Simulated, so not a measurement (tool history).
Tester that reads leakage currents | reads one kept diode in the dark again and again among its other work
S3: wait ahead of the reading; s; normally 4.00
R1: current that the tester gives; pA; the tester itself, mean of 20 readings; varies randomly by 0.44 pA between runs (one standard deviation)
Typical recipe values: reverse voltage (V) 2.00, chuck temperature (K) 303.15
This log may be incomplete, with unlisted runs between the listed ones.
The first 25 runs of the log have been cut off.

{"run": 26, "day": 48.958, "reverse voltage (V)": 1.45, "chuck temperature (K)": 304.15, "S3": 2.09, "R1": 152.0}
{"run": 27, "day": 51.308, "reverse voltage (V)": 1.45, "chuck temperature (K)": 294.15, "S3": 5.84, "R1": 62.34}
{"run": 28, "day": 54.0, "reverse voltage (V)": 13.12, "chuck temperature (K)": 297.15, "S3": 4.0, "R1": 238.98}
{"run": 29, "day": 56.304, "reverse voltage (V)": 13.12, "chuck temperature (K)": 297.15, "S3": 4.0, "R1": 241.65}
{"run": 30, "day": 58.333, "reverse voltage (V)": 13.12, "chuck temperature (K)": 297.15, "S3": 4.0, "R1": 240.78}
{"run": 31, "day": 60.167, "reverse voltage (V)": 13.12, "chuck temperature (K)": 300.15, "S3": 8.32, "R1": 313.52}
{"run": 32, "day": 62.738, "reverse voltage (V)": 1.04, "chuck temperature (K)": 325.15, "S3": 3.0, "R1": 739.96}
{"run": 33, "day": 64.638, "reverse voltage (V)": 1.04, "chuck temperature (K)": 325.15, "S3": 3.0, "R1": 747.62}
{"run": 34, "day": 66.921, "reverse voltage (V)": 10.63, "chuck temperature (K)": 325.15, "S3": 0.32, "R1": 2218.77}
{"run": 35, "day": 69.038, "reverse voltage (V)": 14.26, "chuck temperature (K)": 300.15, "S3": 0.92, "R1": 335.62}
{"day": 70.767, "done": "chuck's temperature calibrated"}
{"run": 36, "day": 71.779, "reverse voltage (V)": 14.26, "chuck temperature (K)": 300.15, "S3": 0.92, "R1": 297.69}
{"run": 37, "day": 74.529, "reverse voltage (V)": 4.3, "chuck temperature (K)": 300.15, "S3": 0.92, "R1": 165.81}
{"run": 38, "day": 75.904, "reverse voltage (V)": 14.7, "chuck temperature (K)": 319.15, "S3": 4.0, "R1": 1453.86}
{"run": 39, "day": 77.079, "reverse voltage (V)": 2.0, "chuck temperature (K)": 329.15, "S3": 5.22, "R1": 1245.38}

5 ways to go on from here, each from the tool as it stands after run 39. What would each give?
{"run": "A", "day": 78.883, "reverse voltage (V)": 2.0, "chuck temperature (K)": 329.15, "S3": 0.61, "R1": "?"}
{"run": "B", "day": 78.883, "reverse voltage (V)": 2.0, "chuck temperature (K)": 303.15, "S3": 2.33, "R1": "?"}
{"run": "C", "day": 78.883, "reverse voltage (V)": 2.0, "chuck temperature (K)": 315.15, "S3": 0.41, "R1": "?"}
{"run": "D", "day": 78.883, "reverse voltage (V)": 3.55, "chuck temperature (K)": 316.15, "S3": 8.47, "R1": "?"}
{"run": "E", "day": 78.883, "reverse voltage (V)": 11.48, "chuck temperature (K)": 321.15, "S3": 2.05, "R1": "?"}

run=A R1=1250.72
run=B R1=150.67
run=C R1=414.76
run=D R1=589.39
run=E R1=1529.37
With no hidden state in the tool, these same runs would have given:
run=A R1=1243.10
run=B R1=147.31
run=C R1=410.30
run=D R1=582.12
run=E R1=1507.80

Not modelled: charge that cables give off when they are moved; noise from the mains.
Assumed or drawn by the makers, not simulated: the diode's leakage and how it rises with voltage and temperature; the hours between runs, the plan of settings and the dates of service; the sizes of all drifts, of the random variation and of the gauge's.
